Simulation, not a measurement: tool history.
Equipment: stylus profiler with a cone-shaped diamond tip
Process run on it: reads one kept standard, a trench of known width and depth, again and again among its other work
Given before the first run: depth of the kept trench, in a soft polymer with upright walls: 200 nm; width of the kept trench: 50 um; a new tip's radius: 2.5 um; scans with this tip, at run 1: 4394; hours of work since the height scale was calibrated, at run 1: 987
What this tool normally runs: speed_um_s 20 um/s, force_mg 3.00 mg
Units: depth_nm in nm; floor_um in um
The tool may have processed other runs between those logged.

run	hour	speed_um_s	force_mg	scans with this tip	hours of work since the height scale was calibrated	depth_nm	floor_um
1	0.0	20	3.00	4394	987	201.20	47.77
2	57.4	20	3.00	4563	1025	201.15	47.71
3	86.2	20	3.00	4648	1044	201.23	47.73
4	140.3	20	3.00	4807	1080	201.13	47.72
5	194.9	20	3.00	4967	1116	201.19	47.72
6	245.7	20	3.00	5117	1150	201.14	47.69
7	275.3	20	3.00	5204	1169	201.17	47.73
8	323.8	20	3.00	5346	1201	201.14	47.72
9	368.7	20	5.70	5479	1231	201.89	47.73
10	398.9	20	5.70	5567	1251	201.93	47.77
11	426.1	15	3.00	5647	1269	201.14	47.69
12	484.7	15	1.96	5820	1308	200.84	47.72
13	524.8	15	1.96	5938	1334	200.79	47.76
14	583.9	15	1.96	6112	1373	200.72	47.73
15	617.7	15	1.96	6211	1395	200.74	47.63
16	652.5	15	1.96	6313	1418	200.79	47.69
17	686.1	15	1.96	6412	1441	200.76	47.69
18	742.0	15	1.96	6576	1478	200.70	47.70
19	769.5	20	3.00	6657	1496	201.07	47.66
20	808.2	62	4.51	6771	1521	201.51	47.41
21	863.3	68	5.63	6933	1558	201.77	47.50

Run 22 comes next. What will it give?
22	890.7	43	3.68	7014	1576	?	?

depth_nm: 201.26 nm
floor_um: 47.60 um
With the hidden condition absent and the run-to-run variation left alone, this run would have shown depth_nm 201.62 nm, floor_um 47.87 um.
